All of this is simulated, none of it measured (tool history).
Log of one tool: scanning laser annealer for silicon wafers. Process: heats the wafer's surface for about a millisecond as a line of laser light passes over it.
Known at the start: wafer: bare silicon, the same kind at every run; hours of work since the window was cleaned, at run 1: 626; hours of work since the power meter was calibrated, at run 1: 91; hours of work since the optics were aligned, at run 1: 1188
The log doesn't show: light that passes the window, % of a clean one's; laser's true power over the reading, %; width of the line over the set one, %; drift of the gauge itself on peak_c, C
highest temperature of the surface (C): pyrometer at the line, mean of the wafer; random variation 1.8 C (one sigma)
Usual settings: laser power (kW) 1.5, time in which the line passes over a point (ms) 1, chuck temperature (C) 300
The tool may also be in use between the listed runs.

run   hour  laser power (kW)  time in which the line passes over a point (ms)  chuck temperature (C)  hours of work since the window was cleaned  hours of work since the power meter was calibrated  hours of work since the optics were aligned  highest temperature of the surface (C)
  1      0               1.5                                                1                    300                                         626                                                  91                                         1188                                    1056
  2    8.2               1.5                                                1                    300                                         633                                                  98                                         1195                                    1054
  3   15.9               1.5                                                1                    300                                         639                                                 104                                         1201                                    1051
  4   30.4               1.5                                                1                    300                                         651                                                 115                                         1213                                    1052
  5   45.1               1.5                                                1                    300                                         662                                                 127                                         1224                                    1055
  6     54             1.331                                                1                    300                                         669                                                 134                                         1232                                     957
  7   65.6               1.5                                                1                    304                                         679                                                 144                                         1241                                    1054
  8   81.6               1.5                                                1                    304                                         692                                                 156                                         1254                                    1060
  9   89.7             1.549                                                1                    304                                         698                                                 163                                         1260                                    1085
 10   98.6               1.5                                             1.09                    300                                         705                                                 170                                         1267                                    1085
 11  112.1               1.5                                             1.09                    300                                         716                                                 181                                         1278                                    1090
 12  124.7               1.5                                             1.09                    300                                         726                                                 191                                         1288                                    1085
     129.2  -- laser's power meter calibrated
 13  143.7               1.5                                             1.09                    300                                         739                                                  12                                         1301                                    1086
 14  157.3               1.5                                                1                    309                                         750                                                  22                                         1312                                    1062
 15  172.8               1.5                                                1                    309                                         762                                                  35                                         1324                                    1061
 16  181.6               1.5                                                1                    300                                         769                                                  42                                         1331                                    1052
 17  190.1               1.5                                                1                    300                                         776                                                  49                                         1338                                    1050
 18  199.3             1.535                                                1                    300                                         783                                                  56                                         1345                                    1069
     214.4  -- laser's power meter calibrated, once more
 19  214.8               1.5                                                1                    300                                         793                                                   0                                         1355                                    1047
     230.6  -- optics aligned, line set to its width
 20  235.4               1.5                                                1                    300                                         806                                                  13                                            4                                    1054
 21  242.7               1.5                                             0.72                    300                                         812                                                  19                                           10                                     930
 22  257.1               1.5                                             0.72                    300                                         823                                                  30                                           21                                     934
 23  268.8             1.473                                                1                    300                                         832                                                  40                                           31                                    1035
 24    282             1.631                                                1                    300                                         843                                                  50                                           41                                    1126
 25  297.1               1.5                                              1.1                    300                                         855                                                  62                                           53                                    1087
 26  313.2               1.5                                              1.1                    300                                         868                                                  75                                           66                                    1090
 27  326.4               1.5                                                1                    285                                         878                                                  86                                           77                                    1032
 28  340.7               1.5                                                1                    285                                         890                                                  97                                           88                                    1031
 29  350.1               1.5                                                1                    285                                         897                                                 104                                           95                                    1034
 30  359.6               1.5                                                1                    285                                         905                                                 112                                          103                                    1031
 31  374.1             1.505                                              1.1                    315                                         917                                                 124                                          115                                    1104
 32  387.8             1.505                                              1.1                    315                                         928                                                 135                                          126                                    1103
 33  394.4             1.353                                             1.16                    289                                         933                                                 140                                          131                                    1004
 34  408.5             1.371                                             1.16                    300                                         944                                                 151                                          142                                    1027
 35  418.2             1.604                                                1                    321                                         952                                                 159                                          150                                    1128
 36  425.9             1.508                                             0.84                    278                                         958                                                 165                                          156                                     961
 37  436.6             1.444                                             0.95                    278                                         967                                                 174                                          165                                     974
 38  449.6             1.385                                             0.95                    278                                         977                                                 184                                          175                                     936
 39  465.2             1.465                                                1                    300                                         989                                                 197                                          188                                    1023
     479.9  -- window over the wafer cleaned
 40  479.9             1.465                                                1                    300                                           0                                                 207                                          198                                    1055
 41  487.6             1.338                                             1.02                    271                                           6                                                 213                                          204                                     952
 42  497.5             1.338                                             1.02                    271                                          14                                                 221                                          212                                     956

Forecast each of these 3 alternatives for the next run:
  A  510.7              1.51                                             0.87                    323                                          25                                                 231                                          222                                       ?
  B  510.7             1.338                                             1.07                    271                                          25                                                 231                                          222                                       ?
  C  510.7             1.604                                             0.93                    333                                          25                                                 231                                          222                                       ?

run  highest temperature of the surface (C)
  A                                    1047
  B                                     974
  C                                    1138
Without the tool's hidden state the same runs would have given:
run  highest temperature of the surface (C)
  A                                    1055
  B                                     982
  C                                    1147

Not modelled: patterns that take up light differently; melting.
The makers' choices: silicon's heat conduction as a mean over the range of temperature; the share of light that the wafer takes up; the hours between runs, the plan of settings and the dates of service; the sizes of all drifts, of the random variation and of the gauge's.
